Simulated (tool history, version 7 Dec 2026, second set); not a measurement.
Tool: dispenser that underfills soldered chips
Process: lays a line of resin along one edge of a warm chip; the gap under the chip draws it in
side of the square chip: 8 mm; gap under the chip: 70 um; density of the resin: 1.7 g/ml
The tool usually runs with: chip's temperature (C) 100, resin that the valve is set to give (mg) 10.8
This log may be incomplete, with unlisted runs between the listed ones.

run	hour	chip's temperature (C)	resin that the valve is set to give (mg)	time until the resin shows at the far edge (s)	resin that the valve gave (mg)
1	0	100	10.8	122.1	10.53
# hour 2.5: new syringe of resin
2	3.9	100	10.8	71.1	10.56
3	9.1	100	10.8	92	10.68
4	15.8	100	12.3	127.6	12.03
# hour 17.4: new syringe of resin
5	22.5	100	12.3	85.6	11.9
6	27.1	100	12.3	103.8	12.02
7	31.3	100	10.8	134.9	10.5
# hour 32.6: new syringe of resin
8	37.2	100	10.8	85.4	10.34
9	41.5	100	10.8	105.3	10.42
# hour 47.6: new syringe of resin
10	47.6	100	10.8	67.8	10.52
11	53.5	101	10.8	86.3	10.17
12	58.5	94	10.8	148.6	10.24
# hour 60.4: dispensing valve cleaned and set on the balance
# hour 63.8: new syringe of resin
13	64.1	94	9.8	87.3	9.87
14	67.1	103	12.4	67.9	12.37
15	74.4	91	9.5	165	9.49
# hour 78.7: new syringe of resin
16	78.7	115	10.6	40.5	10.54
17	84	115	9.7	53.9	9.66
18	89.4	115	9.7	70.3	9.49
# hour 93.7: new syringe of resin
19	95.8	113	13.6	45	13.53
20	103.1	113	13.6	65.4	13.32
21	106.8	91	13.9	177.9	13.41
# hour 109.1: new syringe of resin
22	113.6	91	12.3	117.3	12.04
23	120.2	91	12.3	163.6	12
24	123.4	88	12.3	215.9	12.02
# hour 124.2: new syringe of resin
25	129.9	102	10.5	88.3	10.17

Alternative continuations, all from the tool just after run 25; predict every row:
A	136.2	93	9.7	?	?
B	136.2	108	13	?	?
C	136.2	98	11.4	?	?
D	136.2	104	13.4	?	?
E	136.2	100	12.9	?	?

run	time until the resin shows at the far edge (s)	resin that the valve gave (mg)
A	167.7	9.31
B	91.1	12.67
C	135.1	10.9
D	104.3	12.98
E	121.9	12.41
Had the tool no hidden state, the same runs would have come out as:
run	time until the resin shows at the far edge (s)	resin that the valve gave (mg)
A	89.2	9.64
B	49	13.12
C	72.1	11.29
D	56.1	13.44
E	65.5	12.85
